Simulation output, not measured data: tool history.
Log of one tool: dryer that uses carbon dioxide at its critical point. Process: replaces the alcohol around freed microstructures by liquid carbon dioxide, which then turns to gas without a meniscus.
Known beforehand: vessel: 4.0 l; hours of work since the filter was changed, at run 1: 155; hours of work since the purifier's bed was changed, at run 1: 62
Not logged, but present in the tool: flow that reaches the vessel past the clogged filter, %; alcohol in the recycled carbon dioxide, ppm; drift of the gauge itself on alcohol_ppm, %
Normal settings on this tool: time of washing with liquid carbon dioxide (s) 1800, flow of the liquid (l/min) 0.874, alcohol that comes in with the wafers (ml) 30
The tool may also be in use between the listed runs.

run,hour,time of washing with liquid carbon dioxide (s),flow of the liquid (l/min),alcohol that comes in with the wafers (ml),hours of work since the filter was changed,hours of work since the purifier's bed was changed,alcohol left in the vessel before it's heated (ppm by volume)
1,0.0,1800,0.874,30,155,62,66
2,3.8,1800,0.874,30,157,65,69
3,9.3,1800,0.874,30,161,68,65
4,17.6,1800,0.874,30,166,73,60
5,21.7,1800,0.874,30,168,76,74
# hour 25.6: inlet filter changed
6,30.7,1800,1.414,30,3,81,26
7,37.5,1800,1.414,30,7,85,20
8,41.5,1800,1.414,30,10,87,29
9,47.1,1440,1.276,30,13,91,34
10,52.3,1800,0.874,27,16,94,49
11,59.9,1500,0.948,36,21,99,94
12,66.7,2400,0.874,30,25,103,32
13,72.1,1740,1.252,51,29,106,38
14,78.5,1740,1.252,51,32,110,43

Table of differences, measured result less the result of that run with no hidden state. Run-to-run variation is the same in both. Gauge scatter possibly is not:
run,alcohol left in the vessel before it's heated (ppm by volume)
1,+26
2,+27
3,+27
4,+29
5,+29
6,+16
7,+17
8,+17
9,+19
10,+19
11,+23
12,+21
13,+22
14,+23

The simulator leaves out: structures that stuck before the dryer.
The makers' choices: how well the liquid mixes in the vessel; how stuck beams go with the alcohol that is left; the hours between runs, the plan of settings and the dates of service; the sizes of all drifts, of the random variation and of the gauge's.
